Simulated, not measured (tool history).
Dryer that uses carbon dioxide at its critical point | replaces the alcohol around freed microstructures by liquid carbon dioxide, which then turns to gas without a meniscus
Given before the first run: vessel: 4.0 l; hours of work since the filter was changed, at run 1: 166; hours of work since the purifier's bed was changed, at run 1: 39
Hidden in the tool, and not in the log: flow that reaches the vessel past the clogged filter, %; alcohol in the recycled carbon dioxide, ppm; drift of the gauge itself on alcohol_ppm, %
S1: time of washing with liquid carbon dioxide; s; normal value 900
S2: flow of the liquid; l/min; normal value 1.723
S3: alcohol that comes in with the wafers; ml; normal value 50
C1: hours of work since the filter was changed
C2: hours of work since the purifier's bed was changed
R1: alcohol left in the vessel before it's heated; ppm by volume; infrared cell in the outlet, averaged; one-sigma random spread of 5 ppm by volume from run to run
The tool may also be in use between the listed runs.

run 1 hour=0.0 | S1=900 S2=1.723 S3=50 | C1=166 C2=39 | R1=62
run 2 hour=7.9 | S1=900 S2=1.723 S3=50 | C1=172 C2=44 | R1=48
run 3 hour=15.9 | S1=900 S2=1.723 S3=50 | C1=178 C2=50 | R1=63
run 4 hour=21.7 | S1=900 S2=1.723 S3=50 | C1=182 C2=54 | R1=63
run 5 hour=27.9 | S1=900 S2=1.723 S3=50 | C1=186 C2=59 | R1=64
run 6 hour=40.7 | S1=900 S2=1.723 S3=50 | C1=196 C2=68 | R1=62
run 7 hour=52.5 | S1=900 S2=1.723 S3=50 | C1=204 C2=77 | R1=59
run 8 hour=58.6 | S1=900 S2=1.723 S3=50 | C1=209 C2=81 | R1=66
run 9 hour=66.1 | S1=900 S2=1.723 S3=23 | C1=214 C2=87 | R1=40
run 10 hour=72.3 | S1=900 S2=1.723 S3=31 | C1=219 C2=91 | R1=39
run 11 hour=82.3 | S1=900 S2=1.723 S3=31 | C1=226 C2=99 | R1=43
run 12 hour=89.7 | S1=900 S2=1.260 S3=50 | C1=231 C2=104 | R1=217
run 13 hour=99.7 | S1=1020 S2=1.260 S3=50 | C1=239 C2=111 | R1=133
run 14 hour=111.2 | S1=900 S2=1.723 S3=94 | C1=247 C2=120 | R1=107
run 15 hour=116.7 | S1=900 S2=1.723 S3=94 | C1=251 C2=124 | R1=118
run 16 hour=124.6 | S1=900 S2=1.723 S3=94 | C1=257 C2=129 | R1=121
run 17 hour=137.2 | S1=1200 S2=1.723 S3=50 | C1=266 C2=139 | R1=24
run 18 hour=146.9 | S1=1200 S2=1.723 S3=50 | C1=273 C2=146 | R1=34
run 19 hour=154.9 | S1=1200 S2=1.723 S3=50 | C1=279 C2=152 | R1=26
run 20 hour=162.0 | S1=720 S2=1.310 S3=47 | C1=284 C2=157 | R1=444
run 21 hour=172.8 | S1=720 S2=1.500 S3=40 | C1=292 C2=165 | R1=248
run 22 hour=183.9 | S1=900 S2=1.500 S3=40 | C1=300 C2=173 | R1=118
run 23 hour=193.4 | S1=900 S2=1.500 S3=40 | C1=307 C2=180 | R1=112
run 24 hour=201.7 | S1=900 S2=1.500 S3=40 | C1=313 C2=186 | R1=123
run 25 hour=207.4 | S1=600 S2=2.880 S3=24 | C1=317 C2=190 | R1=37
run 26 hour=214.9 | S1=1320 S2=1.610 S3=109 | C1=323 C2=195 | R1=45
run 27 hour=226.9 | S1=900 S2=1.723 S3=49 | C1=331 C2=204 | R1=91
run 28 hour=234.3 | S1=900 S2=1.500 S3=50 | C1=337 C2=209 | R1=145
run 29 hour=243.2 | S1=1020 S2=1.500 S3=22 | C1=343 C2=216 | R1=54
run 30 hour=251.8 | S1=720 S2=1.350 S3=22 | C1=350 C2=222 | R1=218
run 31 hour=257.9 | S1=720 S2=1.350 S3=22 | C1=354 C2=227 | R1=218
run 32 hour=270.3 | S1=960 S2=1.350 S3=62 | C1=363 C2=236 | R1=215
run 33 hour=280.4 | S1=660 S2=1.400 S3=80 | C1=371 C2=243 | R1=855
run 34 hour=288.8 | S1=1260 S2=2.070 S3=50 | C1=377 C2=249 | R1=25

Selected run-to-run steps in R1, each split into two signed amounts: the part the tool would show with no hidden state at all (from settings, incoming material and random variation), and the remainder, which goes to the hidden state together with any gauge scatter not common to the measured and the hidden-state-free results:
Run 19 -> 20: S1 1200 -> 720, S2 1.723 -> 1.310, S3 50 -> 47. R1 +418 ppm by volume: hidden state +107, all else +311.
Run 32 -> 33: S1 960 -> 660, S2 1.350 -> 1.400, S3 62 -> 80. R1 +640 ppm by volume: hidden state +193, all else +447.
Run 33 -> 34: S1 660 -> 1260, S2 1.400 -> 2.070, S3 80 -> 50. R1 -830 ppm by volume: hidden state -266, all else -564.
